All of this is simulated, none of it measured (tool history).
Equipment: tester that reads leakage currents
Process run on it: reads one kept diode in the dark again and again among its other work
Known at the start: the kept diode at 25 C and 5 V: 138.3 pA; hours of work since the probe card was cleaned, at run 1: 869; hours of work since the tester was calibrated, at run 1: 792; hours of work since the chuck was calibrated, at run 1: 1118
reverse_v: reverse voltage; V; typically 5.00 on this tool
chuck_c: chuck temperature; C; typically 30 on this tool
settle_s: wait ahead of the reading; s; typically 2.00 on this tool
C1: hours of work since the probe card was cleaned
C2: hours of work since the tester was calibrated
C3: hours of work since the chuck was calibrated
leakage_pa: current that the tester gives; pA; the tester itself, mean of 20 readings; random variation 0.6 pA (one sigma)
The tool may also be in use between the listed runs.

Run 1, hour 0.0: usual settings; C1 869; C2 792; C3 1118. Result: leakage_pa 197.18 pA.
At hour 46.6: chuck's temperature calibrated.
Run 2, hour 54.4: usual settings; C1 894; C2 817; C3 4. Result: leakage_pa 197.61 pA.
Run 3, hour 109.4: usual settings; C1 920; C2 843; C3 30. Result: leakage_pa 198.65 pA.
Run 4, hour 172.4: usual settings; C1 950; C2 873; C3 60. Result: leakage_pa 197.93 pA.
Run 5, hour 212.9: usual settings; C1 969; C2 892; C3 79. Result: leakage_pa 198.04 pA.
Run 6, hour 260.1: usual settings; C1 991; C2 915; C3 101. Result: leakage_pa 197.34 pA.
Run 7, hour 317.1: usual settings; C1 1018; C2 942; C3 128. Result: leakage_pa 198.36 pA.
Run 8, hour 351.7: usual settings; C1 1035; C2 958; C3 145. Result: leakage_pa 197.77 pA.
Run 9, hour 409.3: usual settings but chuck_c 36 C; C1 1062; C2 985; C3 172. Result: leakage_pa 297.18 pA.
Run 10, hour 464.6: usual settings but chuck_c 37 C; C1 1088; C2 1011; C3 198. Result: leakage_pa 317.42 pA.
Run 11, hour 528.3: usual settings; C1 1118; C2 1042; C3 228. Result: leakage_pa 197.59 pA.
Run 12, hour 568.3: usual settings; C1 1137; C2 1061; C3 247. Result: leakage_pa 197.45 pA.
Run 13, hour 597.0: usual settings but reverse_v 2.96 V; C1 1151; C2 1074; C3 261. Result: leakage_pa 155.63 pA.
Run 14, hour 650.3: usual settings but reverse_v 1.26 V; C1 1176; C2 1099; C3 286. Result: leakage_pa 106.68 pA.
Run 15, hour 713.3: usual settings but reverse_v 1.26 V, settle_s 8.11 s; C1 1206; C2 1129; C3 316. Result: leakage_pa 106.34 pA.
Run 16, hour 753.6: usual settings but reverse_v 1.26 V, settle_s 8.11 s; C1 1225; C2 1148; C3 335. Result: leakage_pa 107.30 pA.
At hour 773.5: probe card cleaned and baked.
Run 17, hour 792.0: usual settings but reverse_v 1.26 V, settle_s 1.88 s; C1 9; C2 1165; C3 352. Result: leakage_pa 106.78 pA.
Run 18, hour 852.8: usual settings but reverse_v 1.26 V, settle_s 1.88 s; C1 38; C2 1194; C3 381. Result: leakage_pa 106.77 pA.
Run 19, hour 903.4: usual settings but reverse_v 11.12 V, settle_s 1.88 s; C1 62; C2 1218; C3 405. Result: leakage_pa 284.28 pA.
Run 20, hour 957.4: usual settings but settle_s 2.82 s; C1 87; C2 1244; C3 430. Result: leakage_pa 197.93 pA.
Run 21, hour 1016.0: usual settings but reverse_v 1.39 V, chuck_c 24 C, settle_s 0.93 s; C1 115; C2 1271; C3 458. Result: leakage_pa 72.98 pA.
Run 22, hour 1056.3: usual settings but reverse_v 11.00 V, chuck_c 49 C, settle_s 9.70 s; C1 134; C2 1291; C3 477. Result: leakage_pa 973.66 pA.
Run 23, hour 1113.2: usual settings but reverse_v 8.62 V, chuck_c 49 C, settle_s 0.73 s; C1 161; C2 1317; C3 504. Result: leakage_pa 877.46 pA.
Run 24, hour 1176.8: usual settings but reverse_v 8.62 V, chuck_c 49 C, settle_s 0.73 s; C1 191; C2 1348; C3 534. Result: leakage_pa 869.47 pA.
Run 25, hour 1234.2: usual settings but reverse_v 8.62 V, chuck_c 49 C, settle_s 0.73 s; C1 218; C2 1375; C3 561. Result: leakage_pa 869.77 pA.
Run 26, hour 1287.6: usual settings but reverse_v 8.62 V, chuck_c 49 C, settle_s 0.73 s; C1 244; C2 1400; C3 587. Result: leakage_pa 876.64 pA.
Run 27, hour 1353.2: usual settings but reverse_v 1.39 V, chuck_c 27 C, settle_s 0.41 s; C1 275; C2 1431; C3 618. Result: leakage_pa 90.68 pA.
Run 28, hour 1398.5: usual settings but reverse_v 3.07 V, settle_s 0.51 s; C1 296; C2 1453; C3 639. Result: leakage_pa 159.69 pA.
Run 29, hour 1455.3: usual settings but reverse_v 4.08 V, chuck_c 21 C, settle_s 4.72 s; C1 323; C2 1480; C3 666. Result: leakage_pa 94.28 pA.
Run 30, hour 1489.4: usual settings but reverse_v 4.08 V, chuck_c 21 C, settle_s 4.72 s; C1 339; C2 1496; C3 682. Result: leakage_pa 94.18 pA.

Forecast each of these 4 alternatives for the next run:
Run A, hour 1536.1: usual settings but reverse_v 1.01 V, chuck_c 21 C, settle_s 4.72 s; C1 361; C2 1518; C3 705. Result: leakage_pa ?.
Run B, hour 1536.1: usual settings but reverse_v 5.74 V, chuck_c 53 C, settle_s 0.92 s; C1 361; C2 1518; C3 705. Result: leakage_pa ?.
Run C, hour 1536.1: usual settings but chuck_c 50 C, settle_s 0.38 s; C1 361; C2 1518; C3 705. Result: leakage_pa ?.
Run D, hour 1536.1: usual settings but reverse_v 1.07 V, chuck_c 22 C, settle_s 4.72 s; C1 361; C2 1518; C3 705. Result: leakage_pa ?.

run  leakage_pa
  A       50.62
  B      933.61
  C      730.56
  D       55.81
With no hidden state in the tool, these same runs would have given:
run  leakage_pa
  A       50.65
  B      934.14
  C      730.98
  D       55.85
